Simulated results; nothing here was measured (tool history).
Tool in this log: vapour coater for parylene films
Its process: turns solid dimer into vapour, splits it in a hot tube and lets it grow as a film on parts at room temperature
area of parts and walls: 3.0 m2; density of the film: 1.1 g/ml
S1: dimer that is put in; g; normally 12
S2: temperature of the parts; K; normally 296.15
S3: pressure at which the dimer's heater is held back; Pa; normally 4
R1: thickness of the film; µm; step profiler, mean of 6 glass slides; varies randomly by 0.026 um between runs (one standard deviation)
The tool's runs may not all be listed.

run   hour  S1      S2    S3    R1
  1      0  12  296.15     4  1.92
  2   11.1  12  296.15     4  1.92
  3   19.8  11  296.15     4  1.77
  4   30.4  11  296.15     4  1.75
      36.9  -- trap's valve overhauled
  5   47.4  12  307.15     4  1.38
  6   61.3  12  307.15     4  1.39
  7   68.1   7  296.15     4  1.22
  8   82.2   7  296.15  10.8  1.07
  9   91.4  12  305.15     4  1.45
 10  105.3  13  305.15     4  1.54
 11  114.2  12  296.15     4  2.08
 12  124.7  12  296.15     4  2.09
 13    137  13  293.15  2.25  2.72
 14  144.4  12  293.15  2.35  2.47
 15  157.4  16  299.15  4.32  2.39
 16  169.6   9  307.15  2.82  1.05
 17  182.1  11  296.15  4.58  1.85
 18  193.4  11  296.15  4.58  1.85
 19    200  18  296.15  4.46  3.05
 20  213.4  18  296.15  4.46  2.99
 21  229.5  12  304.15  2.65  1.47
 22  245.2  19  290.15  5.82   3.9

Consider 3 possible next runs. They are alternatives, not a sequence: every one starts from the tool as it was left by run 22. What does each give?
  A   255   5  296.15   3.26   ?
  B   255  19  288.15  10.42   ?
  C   255   9  299.15   2.08   ?

run    R1
  A  0.84
  B  3.92
  C  1.41
The same runs, with their run-to-run variation unchanged, on a tool lacking any hidden condition would have given:
run    R1
  A  0.89
  B  4.17
  C   1.5
